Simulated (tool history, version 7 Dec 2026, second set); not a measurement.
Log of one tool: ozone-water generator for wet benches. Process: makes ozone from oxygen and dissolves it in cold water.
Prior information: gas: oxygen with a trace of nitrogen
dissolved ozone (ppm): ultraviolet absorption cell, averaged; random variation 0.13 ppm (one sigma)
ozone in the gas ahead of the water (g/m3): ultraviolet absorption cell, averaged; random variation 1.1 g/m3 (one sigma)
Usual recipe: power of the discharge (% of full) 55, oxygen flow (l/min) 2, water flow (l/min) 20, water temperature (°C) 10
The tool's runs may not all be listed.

| run | hour | power of the discharge (% of full) | oxygen flow (l/min) | water flow (l/min) | water temperature (°C) | dissolved ozone (ppm) | ozone in the gas ahead of the water (g/m3) |
|---|---|---|---|---|---|---|---|
| 1 | 0 | 55 | 2 | 20 | 10 | 12.1 | 183.5 |
| 2 | 79.4 | 55 | 2 | 20 | 10 | 12 | 184.8 |
| 3 | 119 | 55 | 2 | 14 | 10 | 16.7 | 186.1 |
| 4 | 161.7 | 55 | 2 | 20 | 6 | 12.2 | 186.1 |
| 5 | 244.1 | 55 | 2 | 20 | 10 | 12 | 184.6 |
| 6 | 297.6 | 55 | 2 | 20 | 10 | 11.9 | 185.9 |
| 7 | 375.3 | 55 | 2 | 20 | 10 | 11.8 | 184.5 |
| 8 | 430.1 | 55 | 2 | 20 | 10 | 11.9 | 187.6 |
| 9 | 467.7 | 55 | 2 | 20 | 10 | 12 | 185 |
| 10 | 524.9 | 67 | 2 | 20 | 10 | 14 | 211.8 |
| 11 | 580.7 | 67 | 2 | 20 | 10 | 14 | 211.4 |
| 12 | 648.3 | 55 | 2 | 20 | 10 | 11.6 | 185.4 |
| 13 | 737.8 | 55 | 2 | 20 | 10 | 11.9 | 186.2 |
| 14 | 787.1 | 80 | 2 | 20 | 10 | 15.7 | 241.8 |
| 15 | 857.8 | 80 | 2 | 20 | 10 | 16 | 243.6 |
| 16 | 921 | 80 | 2 | 20 | 10 | 15.8 | 241.6 |
| 17 | 962 | 84 | 1.24 | 20 | 8 | 14.2 | 328.6 |
| 18 | 1010.4 | 47 | 2.12 | 29 | 17 | 7 | 158.6 |
| 19 | 1083.1 | 54 | 2.12 | 21 | 9 | 11.3 | 174.7 |
| 20 | 1156.1 | 55 | 1.25 | 20 | 10 | 10.1 | 234.8 |
| 21 | 1220 | 55 | 1.37 | 27 | 10 | 7.5 | 224.7 |
| 22 | 1306.4 | 55 | 1.37 | 27 | 10 | 7.8 | 224.8 |
| 23 | 1389.4 | 55 | 1.37 | 27 | 10 | 7.6 | 225.3 |
| 24 | 1469.4 | 55 | 1.17 | 27 | 10 | 7.1 | 246.3 |
| 25 | 1519.3 | 55 | 1.74 | 13 | 10 | 17 | 199.2 |
| 26 | 1576.4 | 57 | 3.24 | 18 | 17 | 13.4 | 143 |
|  | 1594.4 | contactor cleaned |
| 27 | 1672.1 | 57 | 3.24 | 18 | 17 | 14.4 | 145.1 |
| 28 | 1752.9 | 57 | 1.2 | 23 | 17 | 9.1 | 246.4 |
| 29 | 1836.4 | 65 | 1.2 | 16 | 7 | 15.1 | 272.6 |
| 30 | 1895.5 | 55 | 2 | 29 | 10 | 8.5 | 181 |
| 31 | 1944.5 | 55 | 2 | 29 | 10 | 8.5 | 182.5 |
| 32 | 2032.7 | 55 | 2 | 29 | 10 | 8.6 | 180.2 |

Predict each of these 4 candidate next runs independently; none follows another, all start after run 32:
| A | 2101.4 | 55 | 1.06 | 17 | 10 | ? | ? |
| B | 2101.4 | 40 | 2 | 29 | 10 | ? | ? |
| C | 2101.4 | 71 | 2 | 31 | 11 | ? | ? |
| D | 2101.4 | 98 | 2.68 | 29 | 5 | ? | ? |

| run | dissolved ozone (ppm) | ozone in the gas ahead of the water (g/m3) |
|---|---|---|
| A | 12.1 | 257.8 |
| B | 6.7 | 143.5 |
| C | 9.4 | 220.2 |
| D | 14.5 | 233.7 |
Without the tool's unlogged condition, the same runs would have read:
| run | dissolved ozone (ppm) | ozone in the gas ahead of the water (g/m3) |
|---|---|---|
| A | 12.7 | 267.1 |
| B | 6.9 | 147.1 |
| C | 10 | 230.1 |
| D | 15.5 | 246.8 |

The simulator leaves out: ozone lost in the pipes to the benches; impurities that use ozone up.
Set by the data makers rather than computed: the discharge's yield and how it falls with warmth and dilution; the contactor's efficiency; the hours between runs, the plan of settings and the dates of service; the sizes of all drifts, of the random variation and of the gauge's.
